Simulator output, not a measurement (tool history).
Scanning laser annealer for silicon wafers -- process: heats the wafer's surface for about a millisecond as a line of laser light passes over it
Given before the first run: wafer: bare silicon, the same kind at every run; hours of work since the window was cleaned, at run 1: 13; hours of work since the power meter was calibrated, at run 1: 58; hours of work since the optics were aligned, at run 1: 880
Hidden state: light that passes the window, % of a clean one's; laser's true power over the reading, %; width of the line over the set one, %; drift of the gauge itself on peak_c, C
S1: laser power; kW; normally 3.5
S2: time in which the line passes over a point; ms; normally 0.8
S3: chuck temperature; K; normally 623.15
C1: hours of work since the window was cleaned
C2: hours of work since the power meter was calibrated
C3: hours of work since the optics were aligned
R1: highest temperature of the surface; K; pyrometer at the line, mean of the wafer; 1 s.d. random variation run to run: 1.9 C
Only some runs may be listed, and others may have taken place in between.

run 1 hour=0 | S1=3.5 S2=0.8 S3=623.15 | C1=13 C2=58 C3=880 | R1=1422.15
run 2 hour=14.2 | S1=3.5 S2=0.8 S3=623.15 | C1=19 C2=64 C3=885 | R1=1419.15
run 3 hour=28.2 | S1=3.522 S2=0.8 S3=623.15 | C1=25 C2=69 C3=891 | R1=1427.15
run 4 hour=36.7 | S1=3.522 S2=0.8 S3=623.15 | C1=28 C2=73 C3=895 | R1=1425.15
run 5 hour=46.2 | S1=3.5 S2=0.8 S3=623.15 | C1=32 C2=77 C3=899 | R1=1420.15
run 6 hour=59.8 | S1=3.5 S2=0.8 S3=623.15 | C1=38 C2=82 C3=904 | R1=1420.15
run 7 hour=75 | S1=3.5 S2=0.8 S3=623.15 | C1=44 C2=89 C3=910 | R1=1420.15
run 8 hour=84.5 | S1=3.5 S2=0.8 S3=623.15 | C1=48 C2=93 C3=914 | R1=1417.15
run 9 hour=91.4 | S1=3.049 S2=0.8 S3=623.15 | C1=50 C2=95 C3=917 | R1=1318.15
run 10 hour=103.3 | S1=3.049 S2=0.8 S3=623.15 | C1=55 C2=100 C3=922 | R1=1315.15
run 11 hour=118.6 | S1=3.049 S2=0.8 S3=623.15 | C1=62 C2=107 C3=928 | R1=1315.15
run 12 hour=133.1 | S1=3.5 S2=0.8 S3=623.15 | C1=68 C2=112 C3=934 | R1=1417.15
run 13 hour=144.7 | S1=3.5 S2=0.8 S3=623.15 | C1=72 C2=117 C3=939 | R1=1414.15
run 14 hour=152.3 | S1=3.5 S2=0.8 S3=623.15 | C1=76 C2=120 C3=942 | R1=1417.15
run 15 hour=166.2 | S1=3.244 S2=0.8 S3=623.15 | C1=81 C2=126 C3=948 | R1=1358.15
run 16 hour=176.7 | S1=3.5 S2=0.8 S3=623.15 | C1=86 C2=130 C3=952 | R1=1416.15
run 17 hour=189.1 | S1=3.5 S2=0.994 S3=623.15 | C1=91 C2=135 C3=957 | R1=1527.15
run 18 hour=200.3 | S1=3.5 S2=0.851 S3=623.15 | C1=95 C2=140 C3=962 | R1=1445.15
run 19 hour=211.2 | S1=3.5 S2=0.8 S3=658.15 | C1=100 C2=145 C3=966 | R1=1454.15
run 20 hour=217.4 | S1=3.5 S2=0.75 S3=658.15 | C1=102 C2=147 C3=969 | R1=1421.15
run 21 hour=230.5 | S1=3.151 S2=0.649 S3=623.15 | C1=108 C2=153 C3=974 | R1=1253.15
run 22 hour=245.4 | S1=3.77 S2=0.8 S3=634.15 | C1=114 C2=159 C3=980 | R1=1485.15
run 23 hour=255.2 | S1=3.521 S2=0.944 S3=597.15 | C1=118 C2=163 C3=984 | R1=1475.15
run 24 hour=267.5 | S1=3.768 S2=0.8 S3=623.15 | C1=123 C2=168 C3=989 | R1=1473.15
run 25 hour=277.2 | S1=3.756 S2=0.624 S3=611.15 | C1=127 C2=172 C3=993 | R1=1348.15
run 26 hour=289.3 | S1=3.756 S2=0.624 S3=611.15 | C1=132 C2=177 C3=998 | R1=1343.15
run 27 hour=303.8 | S1=3.621 S2=0.731 S3=647.15 | C1=138 C2=183 C3=1004 | R1=1423.15
run 28 hour=314.1 | S1=3.204 S2=0.605 S3=594.15 | C1=142 C2=187 C3=1009 | R1=1210.15
run 29 hour=324.4 | S1=3.64 S2=0.8 S3=623.15 | C1=146 C2=191 C3=1013 | R1=1444.15
run 30 hour=333 | S1=3.64 S2=0.8 S3=623.15 | C1=150 C2=195 C3=1016 | R1=1441.15
run 31 hour=345.2 | S1=3.328 S2=0.66 S3=623.15 | C1=155 C2=200 C3=1021 | R1=1293.15
run 32 hour=357 | S1=3.328 S2=0.66 S3=623.15 | C1=160 C2=204 C3=1026 | R1=1293.15
run 33 hour=368.7 | S1=3.328 S2=0.66 S3=623.15 | C1=164 C2=209 C3=1031 | R1=1295.15
run 34 hour=382.2 | S1=3.5 S2=0.992 S3=617.15 | C1=170 C2=215 C3=1037 | R1=1515.15
run 35 hour=389.8 | S1=3.48 S2=0.685 S3=594.15 | C1=173 C2=218 C3=1040 | R1=1310.15
run 36 hour=404.5 | S1=3.5 S2=0.912 S3=586.15 | C1=179 C2=224 C3=1046 | R1=1440.15
run 37 hour=418.8 | S1=3.5 S2=0.561 S3=586.15 | C1=185 C2=230 C3=1052 | R1=1223.15
run 38 hour=429.4 | S1=3.5 S2=0.859 S3=623.15 | C1=189 C2=234 C3=1056 | R1=1443.15
run 39 hour=439.5 | S1=3.048 S2=0.8 S3=651.15 | C1=194 C2=238 C3=1060 | R1=1339.15
run 40 hour=454.3 | S1=3.002 S2=0.8 S3=623.15 | C1=200 C2=244 C3=1066 | R1=1300.15

Each row is a separate what-if for the run after 40, all from the same tool condition, not one after another. Results?
run A hour=461.4 | S1=3.173 S2=0.62 S3=630.15 | C1=203 C2=247 C3=1069 | R1=?
run B hour=461.4 | S1=3.607 S2=0.706 S3=611.15 | C1=203 C2=247 C3=1069 | R1=?
run C hour=461.4 | S1=3.106 S2=0.742 S3=656.15 | C1=203 C2=247 C3=1069 | R1=?

run=A R1=1242.15
run=B R1=1364.15
run=C R1=1324.15
Take away the tool's hidden state, keep each run's random variation, and the runs would have read:
run=A R1=1255.15
run=B R1=1381.15
run=C R1=1339.15
